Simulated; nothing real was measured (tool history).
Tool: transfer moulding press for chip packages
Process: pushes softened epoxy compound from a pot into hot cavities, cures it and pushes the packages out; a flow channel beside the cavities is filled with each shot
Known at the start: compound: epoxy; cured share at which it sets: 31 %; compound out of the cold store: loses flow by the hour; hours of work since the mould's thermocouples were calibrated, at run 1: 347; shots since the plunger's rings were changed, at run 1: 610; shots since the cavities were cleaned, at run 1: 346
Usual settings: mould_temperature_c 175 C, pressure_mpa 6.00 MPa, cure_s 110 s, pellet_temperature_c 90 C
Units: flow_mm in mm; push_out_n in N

run	hour	mould_temperature_c	pressure_mpa	cure_s	pellet_temperature_c	hours of work since the mould's thermocouples were calibrated	shots since the plunger's rings were changed	shots since the cavities were cleaned	incoming compound's hours out of the cold store	flow_mm	push_out_n
1	0.0	175	6.00	110	90	347	610	346	43.0	462	763
2	22.4	175	6.00	110	90	363	869	605	30.0	483	902
3	42.7	175	6.00	110	90	377	1104	840	44.4	457	908
# hour 63.9: cavities cleaned with cleaning compound and waxed
4	70.2	175	6.00	110	90	396	1404	73	8.2	528	614
5	88.1	175	6.00	126	90	408	1611	280	14.7	511	618
6	111.9	175	6.00	110	85	425	1886	555	45.7	460	826
7	128.5	175	6.00	110	85	437	2077	746	47.4	447	903
8	143.3	175	6.00	110	85	448	2249	918	29.3	487	939
# hour 158.1: cavities cleaned with cleaning compound and waxed
9	170.8	183	4.84	143	85	466	2549	147	9.5	447	491
10	197.6	183	4.84	143	85	485	2859	457	17.2	434	637
11	225.6	183	4.84	143	85	505	3182	780	17.2	422	690
12	244.3	183	4.84	143	85	519	3399	997	9.8	441	728
# hour 252.6: cavities cleaned with cleaning compound and waxed
13	259.9	183	4.84	143	85	529	3562	85	28.0	414	471
14	289.5	183	4.84	94	85	550	3904	427	37.4	396	706
15	312.6	175	5.91	110	89	566	4171	694	27.2	471	871

The same runs without the tool's hidden state, with the same run-to-run variation:
The hidden state here: true mould temperature over the reading, C; pressure that reaches the compound, % of what is set; grip of the stained cavities, % over clean ones'; drift of the gauge itself on flow_mm, %; drift of the gauge itself on push_out_n, %.
run	flow_mm	push_out_n
1	467	501
2	491	526
3	466	496
4	540	551
5	524	430
6	473	496
7	462	506
8	505	516
9	465	376
10	454	383
11	443	371
12	464	382
13	437	390
14	420	436
15	501	492

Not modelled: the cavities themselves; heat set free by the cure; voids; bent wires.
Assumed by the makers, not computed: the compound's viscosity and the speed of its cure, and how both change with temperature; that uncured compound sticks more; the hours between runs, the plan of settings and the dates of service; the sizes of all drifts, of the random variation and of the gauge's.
